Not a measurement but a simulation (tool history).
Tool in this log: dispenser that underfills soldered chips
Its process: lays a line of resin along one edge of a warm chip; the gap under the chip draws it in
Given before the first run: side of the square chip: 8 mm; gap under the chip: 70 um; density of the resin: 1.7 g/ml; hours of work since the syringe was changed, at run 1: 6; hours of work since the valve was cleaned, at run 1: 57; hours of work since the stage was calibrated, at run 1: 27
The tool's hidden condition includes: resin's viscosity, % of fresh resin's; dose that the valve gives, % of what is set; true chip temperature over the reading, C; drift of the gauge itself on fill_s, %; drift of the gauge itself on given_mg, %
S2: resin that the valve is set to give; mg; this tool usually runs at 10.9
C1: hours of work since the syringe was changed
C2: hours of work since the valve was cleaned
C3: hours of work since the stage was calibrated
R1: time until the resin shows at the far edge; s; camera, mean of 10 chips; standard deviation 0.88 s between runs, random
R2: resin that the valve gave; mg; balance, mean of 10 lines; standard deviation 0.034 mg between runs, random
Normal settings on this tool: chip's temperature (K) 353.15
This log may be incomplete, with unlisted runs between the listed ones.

{"run": 1, "hour": 0.0, "chip's temperature (K)": 353.15, "S2": 10.9, "C1": 6, "C2": 57, "C3": 27, "R1": 133.2, "R2": 10.64}
{"run": 2, "hour": 4.1, "chip's temperature (K)": 353.15, "S2": 10.9, "C1": 9, "C2": 61, "C3": 31, "R1": 175, "R2": 10.61}
{"hour": 5.6, "done": "new syringe of resin"}
{"run": 3, "hour": 8.7, "chip's temperature (K)": 353.15, "S2": 10.9, "C1": 2, "C2": 64, "C3": 34, "R1": 101.7, "R2": 10.63}
{"run": 4, "hour": 15.0, "chip's temperature (K)": 353.15, "S2": 10.9, "C1": 7, "C2": 69, "C3": 39, "R1": 153.9, "R2": 10.63}
{"hour": 18.5, "done": "new syringe of resin"}
{"run": 5, "hour": 18.6, "chip's temperature (K)": 353.15, "S2": 11.4, "C1": 0, "C2": 71, "C3": 41, "R1": 86, "R2": 11.04}
{"run": 6, "hour": 23.0, "chip's temperature (K)": 353.15, "S2": 11.4, "C1": 4, "C2": 75, "C3": 45, "R1": 111, "R2": 10.99}
{"run": 7, "hour": 27.4, "chip's temperature (K)": 353.15, "S2": 13.5, "C1": 7, "C2": 78, "C3": 48, "R1": 146.6, "R2": 13.01}
{"hour": 31.4, "done": "new syringe of resin"}
{"hour": 35.1, "done": "dispensing valve cleaned and set on the balance"}
{"run": 8, "hour": 35.1, "chip's temperature (K)": 353.15, "S2": 10.9, "C1": 2, "C2": 0, "C3": 53, "R1": 100.4, "R2": 10.89}
{"run": 9, "hour": 39.7, "chip's temperature (K)": 344.15, "S2": 10.9, "C1": 6, "C2": 4, "C3": 57, "R1": 176.7, "R2": 10.91}
{"hour": 45.4, "done": "new syringe of resin"}
{"run": 10, "hour": 46.6, "chip's temperature (K)": 351.15, "S2": 10.9, "C1": 1, "C2": 9, "C3": 62, "R1": 94.9, "R2": 10.88}
{"run": 11, "hour": 51.0, "chip's temperature (K)": 353.15, "S2": 10.9, "C1": 4, "C2": 12, "C3": 65, "R1": 120, "R2": 10.8}
{"run": 12, "hour": 57.1, "chip's temperature (K)": 353.15, "S2": 10.9, "C1": 9, "C2": 17, "C3": 70, "R1": 175.9, "R2": 10.8}
{"hour": 58.5, "done": "new syringe of resin"}
{"run": 13, "hour": 61.4, "chip's temperature (K)": 353.15, "S2": 10.9, "C1": 2, "C2": 20, "C3": 73, "R1": 102.2, "R2": 10.78}
{"run": 14, "hour": 65.6, "chip's temperature (K)": 353.15, "S2": 11.2, "C1": 6, "C2": 23, "C3": 76, "R1": 130.3, "R2": 11.1}
{"run": 15, "hour": 69.1, "chip's temperature (K)": 353.15, "S2": 11.2, "C1": 8, "C2": 26, "C3": 79, "R1": 160.8, "R2": 11.04}
{"hour": 71.6, "done": "new syringe of resin"}
{"run": 16, "hour": 74.7, "chip's temperature (K)": 353.15, "S2": 10.9, "C1": 2, "C2": 30, "C3": 83, "R1": 103.2, "R2": 10.75}
{"run": 17, "hour": 81.0, "chip's temperature (K)": 360.15, "S2": 10.9, "C1": 7, "C2": 35, "C3": 88, "R1": 124.7, "R2": 10.73}
{"hour": 84.9, "done": "new syringe of resin"}
{"run": 18, "hour": 88.0, "chip's temperature (K)": 360.15, "S2": 10.9, "C1": 2, "C2": 40, "C3": 93, "R1": 83, "R2": 10.73}
{"run": 19, "hour": 90.8, "chip's temperature (K)": 341.15, "S2": 12.3, "C1": 5, "C2": 42, "C3": 95, "R1": 169.7, "R2": 12.14}
{"run": 20, "hour": 96.2, "chip's temperature (K)": 356.15, "S2": 9.7, "C1": 9, "C2": 47, "C3": 100, "R1": 164.9, "R2": 9.43}
{"hour": 97.9, "done": "new syringe of resin"}
{"run": 21, "hour": 102.3, "chip's temperature (K)": 357.15, "S2": 10.9, "C1": 3, "C2": 51, "C3": 104, "R1": 99.7, "R2": 10.59}
{"run": 22, "hour": 105.8, "chip's temperature (K)": 357.15, "S2": 10.9, "C1": 6, "C2": 54, "C3": 107, "R1": 124.4, "R2": 10.68}
{"run": 23, "hour": 108.7, "chip's temperature (K)": 357.15, "S2": 10.9, "C1": 8, "C2": 56, "C3": 109, "R1": 154.8, "R2": 10.65}
{"hour": 111.0, "done": "new syringe of resin"}
{"run": 24, "hour": 113.6, "chip's temperature (K)": 360.15, "S2": 9.5, "C1": 2, "C2": 60, "C3": 113, "R1": 84.2, "R2": 9.23}
{"run": 25, "hour": 116.4, "chip's temperature (K)": 340.15, "S2": 11.5, "C1": 4, "C2": 62, "C3": 115, "R1": 176.5, "R2": 11.24}
{"run": 26, "hour": 122.1, "chip's temperature (K)": 344.15, "S2": 11.5, "C1": 9, "C2": 66, "C3": 119, "R1": 220.4, "R2": 11.16}
{"hour": 124.3, "done": "new syringe of resin"}
{"run": 27, "hour": 125.1, "chip's temperature (K)": 349.15, "S2": 11.6, "C1": 1, "C2": 68, "C3": 121, "R1": 97.8, "R2": 11.24}
{"run": 28, "hour": 128.5, "chip's temperature (K)": 343.15, "S2": 12.8, "C1": 3, "C2": 71, "C3": 124, "R1": 143.1, "R2": 12.35}
{"run": 29, "hour": 131.7, "chip's temperature (K)": 353.15, "S2": 11.2, "C1": 6, "C2": 73, "C3": 126, "R1": 134.3, "R2": 10.89}
{"hour": 137.5, "done": "new syringe of resin"}
{"run": 30, "hour": 138.0, "chip's temperature (K)": 353.15, "S2": 11.2, "C1": 0, "C2": 78, "C3": 131, "R1": 86.1, "R2": 10.81}
{"run": 31, "hour": 142.5, "chip's temperature (K)": 353.15, "S2": 11.2, "C1": 4, "C2": 82, "C3": 135, "R1": 113.6, "R2": 10.78}
{"hour": 145.6, "done": "dispensing valve cleaned and set on the balance"}
{"run": 32, "hour": 150.0, "chip's temperature (K)": 353.15, "S2": 11.2, "C1": 9, "C2": 3, "C3": 140, "R1": 174.6, "R2": 11.17}
{"hour": 151.7, "done": "new syringe of resin"}
{"run": 33, "hour": 156.5, "chip's temperature (K)": 356.15, "S2": 11.5, "C1": 4, "C2": 8, "C3": 144, "R1": 102, "R2": 11.51}
{"run": 34, "hour": 159.6, "chip's temperature (K)": 356.15, "S2": 11.5, "C1": 6, "C2": 11, "C3": 147, "R1": 126.7, "R2": 11.45}
{"run": 35, "hour": 163.7, "chip's temperature (K)": 356.15, "S2": 9.6, "C1": 9, "C2": 14, "C3": 150, "R1": 169.3, "R2": 9.62}

What if the next run were any one of these 5? Each begins from the tool's condition after run 35:
{"hour": 164.6, "done": "new syringe of resin"}
{"run": "A", "hour": 169.4, "chip's temperature (K)": 368.15, "S2": 13.2, "C1": 4, "C2": 18, "C3": 154, "R1": "?", "R2": "?"}
{"hour": 164.6, "done": "new syringe of resin"}
{"run": "B", "hour": 169.4, "chip's temperature (K)": 344.15, "S2": 10.5, "C1": 4, "C2": 18, "C3": 154, "R1": "?", "R2": "?"}
{"hour": 164.6, "done": "new syringe of resin"}
{"run": "C", "hour": 169.4, "chip's temperature (K)": 363.15, "S2": 9.4, "C1": 4, "C2": 18, "C3": 154, "R1": "?", "R2": "?"}
{"hour": 164.6, "done": "new syringe of resin"}
{"run": "D", "hour": 169.4, "chip's temperature (K)": 344.15, "S2": 10.4, "C1": 4, "C2": 18, "C3": 154, "R1": "?", "R2": "?"}
{"hour": 164.6, "done": "new syringe of resin"}
{"run": "E", "hour": 169.4, "chip's temperature (K)": 356.15, "S2": 12.6, "C1": 4, "C2": 18, "C3": 154, "R1": "?", "R2": "?"}

run=A R1=73.3 R2=13.17
run=B R1=151.2 R2=10.43
run=C R1=91.6 R2=9.31
run=D R1=152.7 R2=10.34
run=E R1=103.6 R2=12.51
With the hidden condition removed and each run's random variation left untouched, the same runs would have given:
run=A R1=53.2 R2=13.25
run=B R1=109.5 R2=10.5
run=C R1=66.4 R2=9.36
run=D R1=110.6 R2=10.41
run=E R1=75.1 R2=12.59
